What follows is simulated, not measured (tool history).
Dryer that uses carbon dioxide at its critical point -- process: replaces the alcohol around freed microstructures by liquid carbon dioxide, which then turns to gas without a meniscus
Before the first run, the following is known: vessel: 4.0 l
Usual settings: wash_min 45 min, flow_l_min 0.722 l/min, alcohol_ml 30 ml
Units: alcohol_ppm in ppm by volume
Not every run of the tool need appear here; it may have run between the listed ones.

{"run": 1, "day": 0.0, "wash_min": 45, "flow_l_min": 0.722, "alcohol_ml": 30, "alcohol_ppm": 54}
{"run": 2, "day": 0.221, "wash_min": 45, "flow_l_min": 0.722, "alcohol_ml": 30, "alcohol_ppm": 58}
{"run": 3, "day": 0.575, "wash_min": 41, "flow_l_min": 0.722, "alcohol_ml": 30, "alcohol_ppm": 72}
{"run": 4, "day": 0.729, "wash_min": 41, "flow_l_min": 0.722, "alcohol_ml": 30, "alcohol_ppm": 69}
{"run": 5, "day": 0.988, "wash_min": 41, "flow_l_min": 0.973, "alcohol_ml": 30, "alcohol_ppm": 30}
{"run": 6, "day": 1.283, "wash_min": 41, "flow_l_min": 0.973, "alcohol_ml": 30, "alcohol_ppm": 35}
{"run": 7, "day": 1.583, "wash_min": 37, "flow_l_min": 0.722, "alcohol_ml": 30, "alcohol_ppm": 111}
{"run": 8, "day": 1.883, "wash_min": 45, "flow_l_min": 0.722, "alcohol_ml": 21, "alcohol_ppm": 52}
{"run": 9, "day": 2.154, "wash_min": 45, "flow_l_min": 0.722, "alcohol_ml": 21, "alcohol_ppm": 45}
{"run": 10, "day": 2.458, "wash_min": 45, "flow_l_min": 0.722, "alcohol_ml": 21, "alcohol_ppm": 47}
{"run": 11, "day": 2.758, "wash_min": 45, "flow_l_min": 0.722, "alcohol_ml": 21, "alcohol_ppm": 45}
{"run": 12, "day": 3.029, "wash_min": 45, "flow_l_min": 0.722, "alcohol_ml": 21, "alcohol_ppm": 61}
{"run": 13, "day": 3.267, "wash_min": 45, "flow_l_min": 0.722, "alcohol_ml": 21, "alcohol_ppm": 53}
{"run": 14, "day": 3.438, "wash_min": 45, "flow_l_min": 0.714, "alcohol_ml": 30, "alcohol_ppm": 62}
{"run": 15, "day": 3.642, "wash_min": 45, "flow_l_min": 0.714, "alcohol_ml": 30, "alcohol_ppm": 71}
{"run": 16, "day": 3.892, "wash_min": 45, "flow_l_min": 0.722, "alcohol_ml": 30, "alcohol_ppm": 73}
{"run": 17, "day": 4.196, "wash_min": 45, "flow_l_min": 0.722, "alcohol_ml": 30, "alcohol_ppm": 70}
{"run": 18, "day": 4.5, "wash_min": 45, "flow_l_min": 0.722, "alcohol_ml": 30, "alcohol_ppm": 67}
{"run": 19, "day": 4.775, "wash_min": 45, "flow_l_min": 0.719, "alcohol_ml": 30, "alcohol_ppm": 66}
{"run": 20, "day": 5.029, "wash_min": 45, "flow_l_min": 1.175, "alcohol_ml": 30, "alcohol_ppm": 34}
{"run": 21, "day": 5.3, "wash_min": 45, "flow_l_min": 1.175, "alcohol_ml": 30, "alcohol_ppm": 47}
{"run": 22, "day": 5.65, "wash_min": 45, "flow_l_min": 0.722, "alcohol_ml": 30, "alcohol_ppm": 82}
{"run": 23, "day": 5.908, "wash_min": 45, "flow_l_min": 0.722, "alcohol_ml": 30, "alcohol_ppm": 75}
{"run": 24, "day": 6.062, "wash_min": 45, "flow_l_min": 0.722, "alcohol_ml": 30, "alcohol_ppm": 79}
{"run": 25, "day": 6.288, "wash_min": 45, "flow_l_min": 0.577, "alcohol_ml": 30, "alcohol_ppm": 152}
{"run": 26, "day": 6.488, "wash_min": 65, "flow_l_min": 0.833, "alcohol_ml": 30, "alcohol_ppm": 48}
{"run": 27, "day": 6.833, "wash_min": 45, "flow_l_min": 0.449, "alcohol_ml": 22, "alcohol_ppm": 267}
{"run": 28, "day": 7.179, "wash_min": 45, "flow_l_min": 0.449, "alcohol_ml": 22, "alcohol_ppm": 255}
{"run": 29, "day": 7.383, "wash_min": 45, "flow_l_min": 0.539, "alcohol_ml": 23, "alcohol_ppm": 166}
{"run": 30, "day": 7.738, "wash_min": 37, "flow_l_min": 0.562, "alcohol_ml": 37, "alcohol_ppm": 373}
{"run": 31, "day": 8.038, "wash_min": 45, "flow_l_min": 1.029, "alcohol_ml": 87, "alcohol_ppm": 62}
{"run": 32, "day": 8.275, "wash_min": 38, "flow_l_min": 0.937, "alcohol_ml": 47, "alcohol_ppm": 86}
{"run": 33, "day": 8.646, "wash_min": 38, "flow_l_min": 0.937, "alcohol_ml": 47, "alcohol_ppm": 91}
{"run": 34, "day": 8.9, "wash_min": 45, "flow_l_min": 0.722, "alcohol_ml": 75, "alcohol_ppm": 151}
{"run": 35, "day": 9.154, "wash_min": 53, "flow_l_min": 0.67, "alcohol_ml": 47, "alcohol_ppm": 99}
{"run": 36, "day": 9.392, "wash_min": 47, "flow_l_min": 0.67, "alcohol_ml": 77, "alcohol_ppm": 177}
{"run": 37, "day": 9.696, "wash_min": 36, "flow_l_min": 0.83, "alcohol_ml": 88, "alcohol_ppm": 218}
{"run": 38, "day": 10.017, "wash_min": 33, "flow_l_min": 0.449, "alcohol_ml": 30, "alcohol_ppm": 782}
{"run": 39, "day": 10.304, "wash_min": 39, "flow_l_min": 0.492, "alcohol_ml": 82, "alcohol_ppm": 1062}
{"run": 40, "day": 10.612, "wash_min": 39, "flow_l_min": 0.492, "alcohol_ml": 82, "alcohol_ppm": 1057}
{"run": 41, "day": 10.946, "wash_min": 54, "flow_l_min": 0.722, "alcohol_ml": 30, "alcohol_ppm": 73}
{"run": 42, "day": 11.146, "wash_min": 54, "flow_l_min": 0.722, "alcohol_ml": 30, "alcohol_ppm": 72}
{"run": 43, "day": 11.442, "wash_min": 54, "flow_l_min": 0.722, "alcohol_ml": 30, "alcohol_ppm": 82}
{"run": 44, "day": 11.617, "wash_min": 32, "flow_l_min": 0.842, "alcohol_ml": 93, "alcohol_ppm": 363}
{"run": 45, "day": 11.912, "wash_min": 32, "flow_l_min": 0.597, "alcohol_ml": 93, "alcohol_ppm": 1193}
{"run": 46, "day": 12.171, "wash_min": 62, "flow_l_min": 1.207, "alcohol_ml": 23, "alcohol_ppm": 59}
{"run": 47, "day": 12.342, "wash_min": 62, "flow_l_min": 1.207, "alcohol_ml": 23, "alcohol_ppm": 69}
{"run": 48, "day": 12.625, "wash_min": 47, "flow_l_min": 0.517, "alcohol_ml": 58, "alcohol_ppm": 405}

Measured minus without-hidden-state, run by run (identical run-to-run variation in each term; gauge scatter may differ):
The hidden state here: flow that reaches the vessel past the clogged filter, %; alcohol in the recycled carbon dioxide, ppm; drift of the gauge itself on alcohol_ppm, %.
run=1 alcohol_ppm=+28
run=2 alcohol_ppm=+29
run=3 alcohol_ppm=+35
run=4 alcohol_ppm=+37
run=5 alcohol_ppm=+26
run=6 alcohol_ppm=+26
run=7 alcohol_ppm=+48
run=8 alcohol_ppm=+33
run=9 alcohol_ppm=+33
run=10 alcohol_ppm=+35
run=11 alcohol_ppm=+35
run=12 alcohol_ppm=+36
run=13 alcohol_ppm=+38
run=14 alcohol_ppm=+43
run=15 alcohol_ppm=+43
run=16 alcohol_ppm=+45
run=17 alcohol_ppm=+45
run=18 alcohol_ppm=+45
run=19 alcohol_ppm=+49
run=20 alcohol_ppm=+34
run=21 alcohol_ppm=+36
run=22 alcohol_ppm=+53
run=23 alcohol_ppm=+52
run=24 alcohol_ppm=+55
run=25 alcohol_ppm=+80
run=26 alcohol_ppm=+40
run=27 alcohol_ppm=+110
run=28 alcohol_ppm=+112
run=29 alcohol_ppm=+86
run=30 alcohol_ppm=+158
run=31 alcohol_ppm=+51
run=32 alcohol_ppm=+64
run=33 alcohol_ppm=+65
run=34 alcohol_ppm=+95
run=35 alcohol_ppm=+68
run=36 alcohol_ppm=+113
run=37 alcohol_ppm=+135
run=38 alcohol_ppm=+264
run=39 alcohol_ppm=+416
run=40 alcohol_ppm=+423
run=41 alcohol_ppm=+64
run=42 alcohol_ppm=+64
run=43 alcohol_ppm=+66
run=44 alcohol_ppm=+214
run=45 alcohol_ppm=+496
run=46 alcohol_ppm=+57
run=47 alcohol_ppm=+58
run=48 alcohol_ppm=+217

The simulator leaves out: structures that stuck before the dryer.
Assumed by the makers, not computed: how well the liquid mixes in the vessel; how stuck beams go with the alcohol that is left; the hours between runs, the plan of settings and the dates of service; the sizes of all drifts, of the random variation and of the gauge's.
